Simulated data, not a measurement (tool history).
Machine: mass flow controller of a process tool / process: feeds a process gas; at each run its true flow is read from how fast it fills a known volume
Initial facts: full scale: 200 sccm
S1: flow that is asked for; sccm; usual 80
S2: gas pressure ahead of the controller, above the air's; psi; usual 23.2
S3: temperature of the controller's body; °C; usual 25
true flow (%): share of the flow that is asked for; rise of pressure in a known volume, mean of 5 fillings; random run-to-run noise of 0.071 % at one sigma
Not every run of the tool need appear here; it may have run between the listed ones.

run 1 hour=0.0 | S1=80 S2=23.2 S3=25 | true_flow_(%)=99.56
run 2 hour=56.4 | S1=80 S2=23.2 S3=33 | true_flow_(%)=99.18
run 3 hour=136.1 | S1=80 S2=23.2 S3=33 | true_flow_(%)=99.15
run 4 hour=212.4 | S1=80 S2=23.2 S3=26 | true_flow_(%)=99.58
run 5 hour=300.6 | S1=80 S2=23.2 S3=26 | true_flow_(%)=99.53
run 6 hour=358.5 | S1=132 S2=23.2 S3=25 | true_flow_(%)=99.69
run 7 hour=411.3 | S1=36 S2=34.1 S3=35 | true_flow_(%)=99.46
run 8 hour=505.1 | S1=36 S2=34.1 S3=35 | true_flow_(%)=99.54
run 9 hour=545.6 | S1=36 S2=23.9 S3=35 | true_flow_(%)=99.12
run 10 hour=641.3 | S1=28 S2=28.3 S3=27 | true_flow_(%)=99.58
run 11 hour=718.4 | S1=28 S2=28.3 S3=27 | true_flow_(%)=99.57

Alternative continuations, all from the tool just after run 11; predict every row:
run A hour=757.7 | S1=28 S2=32.1 S3=40 | true_flow_(%)=?
run B hour=757.7 | S1=187 S2=29.7 S3=27 | true_flow_(%)=?
run C hour=757.7 | S1=28 S2=23.5 S3=25 | true_flow_(%)=?
run D hour=757.7 | S1=84 S2=39.3 S3=38 | true_flow_(%)=?

run=A true_flow_(%)=99.14
run=B true_flow_(%)=100.05
run=C true_flow_(%)=99.52
run=D true_flow_(%)=99.52
Stripped of hidden state, with their random variation kept, the same runs would have yielded:
run=A true_flow_(%)=99.16
run=B true_flow_(%)=100.05
run=C true_flow_(%)=99.54
run=D true_flow_(%)=99.53

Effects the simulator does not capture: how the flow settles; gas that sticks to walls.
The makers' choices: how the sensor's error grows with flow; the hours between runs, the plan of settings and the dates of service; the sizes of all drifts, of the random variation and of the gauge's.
